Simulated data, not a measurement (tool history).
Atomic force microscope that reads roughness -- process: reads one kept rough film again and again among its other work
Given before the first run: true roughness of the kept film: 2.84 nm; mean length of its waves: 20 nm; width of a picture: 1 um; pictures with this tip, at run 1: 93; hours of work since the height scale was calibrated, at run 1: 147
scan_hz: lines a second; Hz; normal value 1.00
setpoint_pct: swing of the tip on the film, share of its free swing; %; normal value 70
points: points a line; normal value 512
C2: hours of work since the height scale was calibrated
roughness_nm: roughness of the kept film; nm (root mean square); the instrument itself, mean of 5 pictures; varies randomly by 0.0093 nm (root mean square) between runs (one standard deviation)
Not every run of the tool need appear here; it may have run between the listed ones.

{"run": 1, "hour": 0.0, "scan_hz": 1.0, "setpoint_pct": 70, "points": 512, "pictures with this tip": 93, "C2": 147, "roughness_nm": 1.225}
{"hour": 3.0, "done": "new tip fitted"}
{"run": 2, "hour": 10.2, "scan_hz": 1.0, "setpoint_pct": 70, "points": 512, "pictures with this tip": 12, "C2": 155, "roughness_nm": 1.924}
{"run": 3, "hour": 20.3, "scan_hz": 1.0, "setpoint_pct": 70, "points": 512, "pictures with this tip": 30, "C2": 162, "roughness_nm": 1.745}
{"run": 4, "hour": 32.1, "scan_hz": 1.0, "setpoint_pct": 77, "points": 512, "pictures with this tip": 52, "C2": 171, "roughness_nm": 1.535}
{"run": 5, "hour": 37.8, "scan_hz": 1.0, "setpoint_pct": 77, "points": 512, "pictures with this tip": 62, "C2": 175, "roughness_nm": 1.465}
{"run": 6, "hour": 45.8, "scan_hz": 1.0, "setpoint_pct": 77, "points": 512, "pictures with this tip": 76, "C2": 181, "roughness_nm": 1.373}
{"run": 7, "hour": 51.7, "scan_hz": 1.32, "setpoint_pct": 58, "points": 431, "pictures with this tip": 87, "C2": 186, "roughness_nm": 1.326}
{"hour": 58.1, "done": "new tip fitted"}
{"run": 8, "hour": 61.8, "scan_hz": 1.32, "setpoint_pct": 58, "points": 431, "pictures with this tip": 7, "C2": 193, "roughness_nm": 1.984}
{"run": 9, "hour": 66.7, "scan_hz": 1.32, "setpoint_pct": 58, "points": 431, "pictures with this tip": 16, "C2": 197, "roughness_nm": 1.872}
{"run": 10, "hour": 71.8, "scan_hz": 1.0, "setpoint_pct": 70, "points": 265, "pictures with this tip": 24, "C2": 200, "roughness_nm": 1.715}
{"run": 11, "hour": 77.9, "scan_hz": 1.38, "setpoint_pct": 78, "points": 303, "pictures with this tip": 36, "C2": 205, "roughness_nm": 1.557}
{"run": 12, "hour": 84.2, "scan_hz": 1.13, "setpoint_pct": 85, "points": 968, "pictures with this tip": 47, "C2": 210, "roughness_nm": 1.476}

Below are 4 alternative next runs, each starting from the tool's condition after run 12. Predict each:
{"run": "A", "hour": 89.2, "scan_hz": 3.66, "setpoint_pct": 70, "points": 698, "pictures with this tip": 56, "C2": 214, "roughness_nm": "?"}
{"run": "B", "hour": 89.2, "scan_hz": 1.31, "setpoint_pct": 84, "points": 326, "pictures with this tip": 56, "C2": 214, "roughness_nm": "?"}
{"run": "C", "hour": 89.2, "scan_hz": 1.39, "setpoint_pct": 59, "points": 968, "pictures with this tip": 56, "C2": 214, "roughness_nm": "?"}
{"run": "D", "hour": 89.2, "scan_hz": 3.59, "setpoint_pct": 61, "points": 757, "pictures with this tip": 56, "C2": 214, "roughness_nm": "?"}

run=A roughness_nm=1.351
run=B roughness_nm=1.369
run=C roughness_nm=1.523
run=D roughness_nm=1.437
Had the tool no hidden state, the same runs would have come out as:
run=A roughness_nm=1.920
run=B roughness_nm=1.941
run=C roughness_nm=2.160
run=D roughness_nm=2.040

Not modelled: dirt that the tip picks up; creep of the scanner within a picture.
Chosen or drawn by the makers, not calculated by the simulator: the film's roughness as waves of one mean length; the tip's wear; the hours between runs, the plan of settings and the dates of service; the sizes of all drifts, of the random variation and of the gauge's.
